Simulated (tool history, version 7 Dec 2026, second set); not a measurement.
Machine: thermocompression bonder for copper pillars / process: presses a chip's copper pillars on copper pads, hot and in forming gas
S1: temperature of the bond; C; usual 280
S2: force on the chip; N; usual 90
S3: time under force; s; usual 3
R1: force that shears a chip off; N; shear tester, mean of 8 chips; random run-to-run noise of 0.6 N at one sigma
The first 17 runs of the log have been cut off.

run,hour,S1,S2,S3,R1
18,252.9,264,90,6,60
19,269.9,257,90,6,57.4
20,287.7,257,90,6,55.7
21,296.9,257,90,6,56.9
22,309.7,292,86,3,58.6
23,321.1,287,82,3,55
24,339.7,287,82,3,54.4
25,358,306,82,8,79
26,370.1,306,82,8,77.5
27,387.2,296,70,5,62.7
28,405.2,280,118,6,73.4
29,419.6,280,69,6,58.1
30,433.9,278,73,8,63.8
31,447.6,278,88,8,69.5
32,466.4,278,60,4,47.1
33,483.4,278,57,4,46
34,500.7,274,116,9,75.4
35,512.3,296,128,4,73.8
36,526.9,296,128,4,75.2
37,543.8,296,70,9,71.3
38,556,257,64,6,45.7
39,572.1,280,90,6,64.3
40,581.9,280,129,7,75.9
41,595.1,305,66,7,68.6

Predict each of these 3 candidate next runs independently; none follows another, all start after run 41:
A,609.3,280,90,3,?
B,609.3,276,66,2,?
C,609.3,273,60,7,?

run,R1
A,52
B,37
C,52.5
With the hidden condition removed and each run's random variation left untouched, the same runs would have given:
run,R1
A,56.4
B,40.7
C,57
